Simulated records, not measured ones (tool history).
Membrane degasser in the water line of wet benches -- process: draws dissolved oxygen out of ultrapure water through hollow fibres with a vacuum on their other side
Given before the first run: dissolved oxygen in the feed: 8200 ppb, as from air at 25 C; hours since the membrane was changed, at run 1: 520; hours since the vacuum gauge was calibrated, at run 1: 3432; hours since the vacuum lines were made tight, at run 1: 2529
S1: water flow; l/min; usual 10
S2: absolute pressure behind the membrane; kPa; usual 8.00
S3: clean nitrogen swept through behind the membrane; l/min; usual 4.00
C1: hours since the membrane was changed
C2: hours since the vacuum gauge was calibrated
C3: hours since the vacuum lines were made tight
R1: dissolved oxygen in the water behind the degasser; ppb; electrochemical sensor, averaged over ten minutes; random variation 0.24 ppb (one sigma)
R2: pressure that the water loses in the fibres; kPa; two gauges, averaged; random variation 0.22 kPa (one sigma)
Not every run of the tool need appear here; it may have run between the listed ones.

run 1 hour=0.0 | S1=10 S2=8.00 S3=4.00 | C1=520 C2=3432 C3=2529 | R1=33.3 R2=54.36
run 2 hour=229.9 | S1=10 S2=8.00 S3=2.02 | C1=749 C2=3662 C3=2759 | R1=62.9 R2=54.04
run 3 hour=360.7 | S1=10 S2=8.00 S3=2.02 | C1=880 C2=3792 C3=2890 | R1=63.2 R2=53.96
run 4 hour=634.6 | S1=10 S2=8.00 S3=4.00 | C1=1154 C2=4066 C3=3164 | R1=33.7 R2=54.06
run 5 hour=826.1 | S1=10 S2=8.00 S3=4.00 | C1=1346 C2=4258 C3=3355 | R1=33.9 R2=54.31
run 6 hour=1109.8 | S1=10 S2=18.68 S3=4.00 | C1=1629 C2=4542 C3=3639 | R1=100.8 R2=54.63
run 7 hour=1401.9 | S1=10 S2=18.68 S3=4.00 | C1=1921 C2=4834 C3=3931 | R1=100.9 R2=54.20
run 8 hour=1666.9 | S1=10 S2=18.68 S3=4.00 | C1=2186 C2=5099 C3=4196 | R1=100.0 R2=54.33
run 9 hour=1855.6 | S1=10 S2=18.68 S3=4.00 | C1=2375 C2=5287 C3=4385 | R1=101.6 R2=54.70
run 10 hour=2152.3 | S1=10 S2=8.00 S3=4.00 | C1=2672 C2=5584 C3=4681 | R1=35.0 R2=55.05
-- hour=2179.1 vacuum gauge calibrated
run 11 hour=2418.6 | S1=10 S2=8.00 S3=4.00 | C1=2938 C2=240 C3=4947 | R1=35.0 R2=54.70
-- hour=2620.6 vacuum gauge calibrated, once more
run 12 hour=2710.0 | S1=10 S2=8.00 S3=4.00 | C1=3228 C2=89 C3=5238 | R1=33.2 R2=54.56
run 13 hour=2927.3 | S1=11 S2=8.00 S3=2.83 | C1=3446 C2=307 C3=5455 | R1=51.0 R2=60.30
run 14 hour=3087.9 | S1=9 S2=8.00 S3=4.41 | C1=3606 C2=467 C3=5616 | R1=26.4 R2=49.08
run 15 hour=3349.0 | S1=7 S2=19.79 S3=6.56 | C1=3868 C2=728 C3=5877 | R1=46.7 R2=38.34
run 16 hour=3616.6 | S1=7 S2=19.79 S3=6.56 | C1=4135 C2=996 C3=6145 | R1=46.8 R2=38.16
run 17 hour=3825.3 | S1=8 S2=19.79 S3=3.55 | C1=4344 C2=1205 C3=6353 | R1=96.7 R2=43.81
run 18 hour=4005.6 | S1=8 S2=19.79 S3=3.55 | C1=4524 C2=1385 C3=6534 | R1=97.0 R2=43.96
run 19 hour=4156.0 | S1=8 S2=19.79 S3=3.55 | C1=4675 C2=1535 C3=6684 | R1=96.1 R2=43.98
run 20 hour=4310.3 | S1=11 S2=6.30 S3=3.78 | C1=4829 C2=1690 C3=6838 | R1=27.8 R2=60.29
run 21 hour=4502.0 | S1=9 S2=4.84 S3=4.19 | C1=5020 C2=1881 C3=7030 | R1=10.5 R2=49.28
run 22 hour=4653.2 | S1=8 S2=7.95 S3=4.10 | C1=5172 C2=2033 C3=7181 | R1=25.4 R2=43.88
run 23 hour=4824.4 | S1=8 S2=7.95 S3=4.10 | C1=5343 C2=2204 C3=7352 | R1=25.5 R2=44.10

Some steps in R1 between neighbouring runs. How much of each would the tool show without its hidden state too (settings, what came in, random variation), and how much is left for the hidden state, with any gauge scatter that isn't in both results?
What the log doesn't record here: membrane still open, %; true pressure behind the membrane over the reading, kPa; air that leaks in behind the membrane, l/min; drift of the gauge itself on oxygen_ppb, %; drift of the gauge itself on loss_of_pressure_kpa, %.
Run 5 -> 6: S2 8.00 -> 18.68. R1 +66.9 ppb: hidden state +1.5, all else +65.4.
Run 11 -> 12: vacuum gauge calibrated, once more. R1 -1.8 ppb: hidden state -2.1, all else +0.3.
Run 19 -> 20: S1 8 -> 11, S2 19.79 -> 6.30, S3 3.55 -> 3.78. R1 -68.3 ppb: hidden state -2.9, all else -65.4.
